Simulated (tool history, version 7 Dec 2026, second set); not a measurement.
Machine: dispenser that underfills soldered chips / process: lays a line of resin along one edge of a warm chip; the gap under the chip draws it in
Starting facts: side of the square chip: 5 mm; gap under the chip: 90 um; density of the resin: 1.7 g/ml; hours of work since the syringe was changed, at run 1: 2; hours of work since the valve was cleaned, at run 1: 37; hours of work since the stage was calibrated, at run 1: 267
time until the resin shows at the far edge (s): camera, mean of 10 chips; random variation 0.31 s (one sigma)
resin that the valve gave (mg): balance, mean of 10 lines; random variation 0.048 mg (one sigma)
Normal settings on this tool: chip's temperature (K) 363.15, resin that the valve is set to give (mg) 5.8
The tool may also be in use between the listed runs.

run	hour	chip's temperature (K)	resin that the valve is set to give (mg)	hours of work since the syringe was changed	hours of work since the valve was cleaned	hours of work since the stage was calibrated	time until the resin shows at the far edge (s)	resin that the valve gave (mg)
1	0	363.15	5.8	2	37	267	11.2	5.59
# hour 10.4: new syringe of resin
2	15.9	363.15	5.8	4	49	279	13.6	5.66
# hour 22.8: new syringe of resin
3	23.1	353.15	5.8	0	54	284	16.2	5.64
# hour 35.5: new syringe of resin
4	38.5	353.15	5.8	2	66	296	19.2	5.64
5	45.5	363.15	5.8	8	71	302	18.6	5.65
# hour 48.1: new syringe of resin
# hour 60.6: new syringe of resin
6	61.7	363.15	5.8	1	83	313	10.4	5.52
7	70.9	363.15	5.8	8	90	321	18.8	5.46
# hour 73.5: new syringe of resin
# hour 86.2: new syringe of resin
8	86.2	363.15	5.8	0	101	332	8.9	5.43
9	94	363.15	5.8	6	107	338	16.1	5.45
# hour 98.8: new syringe of resin
10	110	359.15	5.8	9	119	350	24.6	5.47
# hour 111.4: new syringe of resin
# hour 115.9: dispensing valve cleaned and set on the balance
11	122.7	350.15	5.8	8	5	359	35.1	5.73
# hour 125.7: new syringe of resin
12	137.4	350.15	5.8	9	16	370	39.5	5.77
# hour 138.5: new syringe of resin
13	145.9	353.15	5.8	6	23	376	25.8	5.77
# hour 150.9: new syringe of resin
14	158.9	363.15	5.8	6	32	386	17.6	5.71
# hour 164.1: new syringe of resin
15	166.9	363.15	5.8	2	38	392	11.6	5.67
# hour 177: new syringe of resin
16	181.6	370.15	5.8	4	49	403	9.6	5.61
# hour 189.5: new syringe of resin
17	195.8	363.15	5.8	5	60	413	14.8	5.65
# hour 203.4: new syringe of resin
18	204.4	363.15	5.76	1	66	420	11	5.56
19	213.1	361.15	5.32	7	73	426	21.2	5.18
# hour 215.8: new syringe of resin
# hour 228.9: new syringe of resin
20	229.5	361.15	5.8	0	85	439	12	5.54
# hour 242.6: new syringe of resin
21	243	370.15	6.7	0	95	449	7.5	6.28
22	252.5	370.15	6.7	8	103	456	13.7	6.32
# hour 255.5: new syringe of resin
23	263.4	369.15	5.8	6	111	464	12.3	5.47
# hour 268.4: new syringe of resin
24	273	363.15	5.8	4	118	471	14.1	5.43
# hour 279.8: dispensing valve cleaned and set on the balance
25	281.1	363.15	5.8	9	1	477	20.8	5.68
# hour 282.4: new syringe of resin
# hour 295.8: new syringe of resin
26	298	371.15	7.29	2	13	489	7.9	7.21
# hour 308.6: new syringe of resin
27	313.4	371.15	7.29	4	25	501	9.4	7.21
# hour 321.5: new syringe of resin
28	325.3	351.15	7.02	3	34	510	23.2	6.88
29	333.6	371.15	6.08	9	40	516	15.5	5.97
# hour 335.2: new syringe of resin
30	346.6	366.15	5.98	9	50	526	18.8	5.79
# hour 347.7: new syringe of resin
31	353.8	374.15	5.8	5	55	531	8.7	5.61
# hour 360.7: new syringe of resin
32	369.4	374.15	5.59	7	67	543	11.4	5.37
# hour 374.3: new syringe of resin
33	379.7	363.15	7.37	4	75	551	15.1	7
# hour 387.5: new syringe of resin
34	396.2	363.15	7.37	7	87	563	18.1	6.99

How the hidden state differs across the entries between the runs, from the last listed run before each to the first after it:
Between runs 1 and 2: new syringe of resin (hour 10.4)
  resin's viscosity, % of fresh resin's: 117.9 -> 140.5; dose that the valve gives, % of what is set: 98.15 -> 97.53; true chip temperature over the reading, C: -2.18 -> -2.26
  measured minus no-state result, time until the resin shows at the far edge (s): +2.6 -> +4.9; resin that the valve gave (mg): -0.11 -> -0.14
Between runs 2 and 3: new syringe of resin (hour 22.8)
  resin's viscosity, % of fresh resin's: 140.5 -> 103.2; dose that the valve gives, % of what is set: 97.53 -> 97.25; true chip temperature over the reading, C: -2.26 -> -2.3
  measured minus no-state result, time until the resin shows at the far edge (s): +4.9 -> +2.2; resin that the valve gave (mg): -0.14 -> -0.16
Between runs 3 and 4: new syringe of resin (hour 35.5)
  resin's viscosity, % of fresh resin's: 103.2 -> 121.4; dose that the valve gives, % of what is set: 97.25 -> 96.6; true chip temperature over the reading, C: -2.3 -> -2.38
  measured minus no-state result, time until the resin shows at the far edge (s): +2.2 -> +5.1; resin that the valve gave (mg): -0.16 -> -0.19
Between runs 5 and 6: new syringe of resin (hour 48.1); new syringe of resin (hour 60.6)
  resin's viscosity, % of fresh resin's: 189.4 -> 108.4; dose that the valve gives, % of what is set: 96.3 -> 95.63; true chip temperature over the reading, C: -2.41 -> -2.49
  measured minus no-state result, time until the resin shows at the far edge (s): +9.9 -> +1.9; resin that the valve gave (mg): -0.21 -> -0.25
Between runs 7 and 8: new syringe of resin (hour 73.5); new syringe of resin (hour 86.2)
  resin's viscosity, % of fresh resin's: 194.7 -> 97.8; dose that the valve gives, % of what is set: 95.26 -> 94.64; true chip temperature over the reading, C: -2.55 -> -2.63
  measured minus no-state result, time until the resin shows at the far edge (s): +10.3 -> +1; resin that the valve gave (mg): -0.27 -> -0.32
Between runs 9 and 10: new syringe of resin (hour 98.8)
  resin's viscosity, % of fresh resin's: 160.8 -> 206.4; dose that the valve gives, % of what is set: 94.35 -> 93.71; true chip temperature over the reading, C: -2.67 -> -2.76
  measured minus no-state result, time until the resin shows at the far edge (s): +7.4 -> +14.3; resin that the valve gave (mg): -0.33 -> -0.37
Between runs 10 and 11: new syringe of resin (hour 111.4); dispensing valve cleaned and set on the balance (hour 115.9)
  resin's viscosity, % of fresh resin's: 206.4 -> 187.9; dose that the valve gives, % of what is set: 93.71 -> 99.77; true chip temperature over the reading, C: -2.76 -> -2.82
  measured minus no-state result, time until the resin shows at the far edge (s): +14.3 -> +19; resin that the valve gave (mg): -0.37 -> -0.02
Between runs 11 and 12: new syringe of resin (hour 125.7)
  resin's viscosity, % of fresh resin's: 187.9 -> 209.5; dose that the valve gives, % of what is set: 99.77 -> 99.1; true chip temperature over the reading, C: -2.82 -> -2.9
  measured minus no-state result, time until the resin shows at the far edge (s): +19 -> +23.2; resin that the valve gave (mg): -0.02 -> -0.06
Between runs 12 and 13: new syringe of resin (hour 138.5)
  resin's viscosity, % of fresh resin's: 209.5 -> 158.2; dose that the valve gives, % of what is set: 99.1 -> 98.76; true chip temperature over the reading, C: -2.9 -> -2.94
  measured minus no-state result, time until the resin shows at the far edge (s): +23.2 -> +11.6; resin that the valve gave (mg): -0.06 -> -0.07
Between runs 13 and 14: new syringe of resin (hour 150.9)
  resin's viscosity, % of fresh resin's: 158.2 -> 166.4; dose that the valve gives, % of what is set: 98.76 -> 98.26; true chip temperature over the reading, C: -2.94 -> -3.01
  measured minus no-state result, time until the resin shows at the far edge (s): +11.6 -> +8; resin that the valve gave (mg): -0.07 -> -0.1
Between runs 14 and 15: new syringe of resin (hour 164.1)
  resin's viscosity, % of fresh resin's: 166.4 -> 118.9; dose that the valve gives, % of what is set: 98.26 -> 97.94; true chip temperature over the reading, C: -3.01 -> -3.06
  measured minus no-state result, time until the resin shows at the far edge (s): +8 -> +3.2; resin that the valve gave (mg): -0.1 -> -0.12
Between runs 15 and 16: new syringe of resin (hour 177)
  resin's viscosity, % of fresh resin's: 118.9 -> 134; dose that the valve gives, % of what is set: 97.94 -> 97.33; true chip temperature over the reading, C: -3.06 -> -3.14
  measured minus no-state result, time until the resin shows at the far edge (s): +3.2 -> +3.5; resin that the valve gave (mg): -0.12 -> -0.15
Between runs 16 and 17: new syringe of resin (hour 189.5)
  resin's viscosity, % of fresh resin's: 134 -> 149.3; dose that the valve gives, % of what is set: 97.33 -> 96.72; true chip temperature over the reading, C: -3.14 -> -3.22
  measured minus no-state result, time until the resin shows at the far edge (s): +3.5 -> +6.4; resin that the valve gave (mg): -0.15 -> -0.19
Between runs 17 and 18: new syringe of resin (hour 203.4)
  resin's viscosity, % of fresh resin's: 149.3 -> 105.2; dose that the valve gives, % of what is set: 96.72 -> 96.37; true chip temperature over the reading, C: -3.22 -> -3.27
  measured minus no-state result, time until the resin shows at the far edge (s): +6.4 -> +2; resin that the valve gave (mg): -0.19 -> -0.21
Between runs 19 and 20: new syringe of resin (hour 215.8); new syringe of resin (hour 228.9)
  resin's viscosity, % of fresh resin's: 183.6 -> 103.2; dose that the valve gives, % of what is set: 95.98 -> 95.31; true chip temperature over the reading, C: -3.32 -> -3.4
  measured minus no-state result, time until the resin shows at the far edge (s): +11.4 -> +2.1; resin that the valve gave (mg): -0.22 -> -0.27
Between runs 20 and 21: new syringe of resin (hour 242.6)
  resin's viscosity, % of fresh resin's: 103.2 -> 102.5; dose that the valve gives, % of what is set: 95.31 -> 94.76; true chip temperature over the reading, C: -3.4 -> -3.47
  measured minus no-state result, time until the resin shows at the far edge (s): +2.1 -> +1.3; resin that the valve gave (mg): -0.27 -> -0.35
Between runs 22 and 23: new syringe of resin (hour 255.5)
  resin's viscosity, % of fresh resin's: 188.2 -> 166.3; dose that the valve gives, % of what is set: 94.34 -> 93.87; true chip temperature over the reading, C: -3.52 -> -3.58
  measured minus no-state result, time until the resin shows at the far edge (s): +7.6 -> +6.4; resin that the valve gave (mg): -0.38 -> -0.35
Between runs 23 and 24: new syringe of resin (hour 268.4)
  resin's viscosity, % of fresh resin's: 166.3 -> 134.6; dose that the valve gives, % of what is set: 93.87 -> 93.47; true chip temperature over the reading, C: -3.58 -> -3.63
  measured minus no-state result, time until the resin shows at the far edge (s): +6.4 -> +5.3; resin that the valve gave (mg): -0.35 -> -0.38
Between runs 24 and 25: dispensing valve cleaned and set on the balance (hour 279.8)
  resin's viscosity, % of fresh resin's: 134.6 -> 211.6; dose that the valve gives, % of what is set: 93.47 -> 99.93; true chip temperature over the reading, C: -3.63 -> -3.66
  measured minus no-state result, time until the resin shows at the far edge (s): +5.3 -> +13; resin that the valve gave (mg): -0.38 -> -0.01
Between runs 25 and 26: new syringe of resin (hour 282.4); new syringe of resin (hour 295.8)
  resin's viscosity, % of fresh resin's: 211.6 -> 114.6; dose that the valve gives, % of what is set: 99.93 -> 99.21; true chip temperature over the reading, C: -3.66 -> -3.76
  measured minus no-state result, time until the resin shows at the far edge (s): +13 -> +2.1; resin that the valve gave (mg): -0.01 -> -0.05
Between runs 26 and 27: new syringe of resin (hour 308.6)
  resin's viscosity, % of fresh resin's: 114.6 -> 136.7; dose that the valve gives, % of what is set: 99.21 -> 98.59; true chip temperature over the reading, C: -3.76 -> -3.84
  measured minus no-state result, time until the resin shows at the far edge (s): +2.1 -> +3.6; resin that the valve gave (mg): -0.05 -> -0.1
Between runs 27 and 28: new syringe of resin (hour 321.5)
  resin's viscosity, % of fresh resin's: 136.7 -> 127.2; dose that the valve gives, % of what is set: 98.59 -> 98.12; true chip temperature over the reading, C: -3.84 -> -3.91
  measured minus no-state result, time until the resin shows at the far edge (s): +3.6 -> +8.2; resin that the valve gave (mg): -0.1 -> -0.13
Between runs 29 and 30: new syringe of resin (hour 335.2)
  resin's viscosity, % of fresh resin's: 215.4 -> 206.5; dose that the valve gives, % of what is set: 97.76 -> 97.21; true chip temperature over the reading, C: -3.96 -> -4.03
  measured minus no-state result, time until the resin shows at the far edge (s): +9.6 -> +11.2; resin that the valve gave (mg): -0.13 -> -0.17
Between runs 30 and 31: new syringe of resin (hour 347.7)
  resin's viscosity, % of fresh resin's: 206.5 -> 147.2; dose that the valve gives, % of what is set: 97.21 -> 96.92; true chip temperature over the reading, C: -4.03 -> -4.06
  measured minus no-state result, time until the resin shows at the far edge (s): +11.2 -> +4.1; resin that the valve gave (mg): -0.17 -> -0.18
Between runs 31 and 32: new syringe of resin (hour 360.7)
  resin's viscosity, % of fresh resin's: 147.2 -> 176.5; dose that the valve gives, % of what is set: 96.92 -> 96.26; true chip temperature over the reading, C: -4.06 -> -4.15
  measured minus no-state result, time until the resin shows at the far edge (s): +4.1 -> +6.2; resin that the valve gave (mg): -0.18 -> -0.21
Between runs 32 and 33: new syringe of resin (hour 374.3)
  resin's viscosity, % of fresh resin's: 176.5 -> 142.2; dose that the valve gives, % of what is set: 96.26 -> 95.84; true chip temperature over the reading, C: -4.15 -> -4.2
  measured minus no-state result, time until the resin shows at the far edge (s): +6.2 -> +6.3; resin that the valve gave (mg): -0.21 -> -0.3
Between runs 33 and 34: new syringe of resin (hour 387.5)
  resin's viscosity, % of fresh resin's: 142.2 -> 172.8; dose that the valve gives, % of what is set: 95.84 -> 95.21; true chip temperature over the reading, C: -4.2 -> -4.3
  measured minus no-state result, time until the resin shows at the far edge (s): +6.3 -> +9.5; resin that the valve gave (mg): -0.3 -> -0.35

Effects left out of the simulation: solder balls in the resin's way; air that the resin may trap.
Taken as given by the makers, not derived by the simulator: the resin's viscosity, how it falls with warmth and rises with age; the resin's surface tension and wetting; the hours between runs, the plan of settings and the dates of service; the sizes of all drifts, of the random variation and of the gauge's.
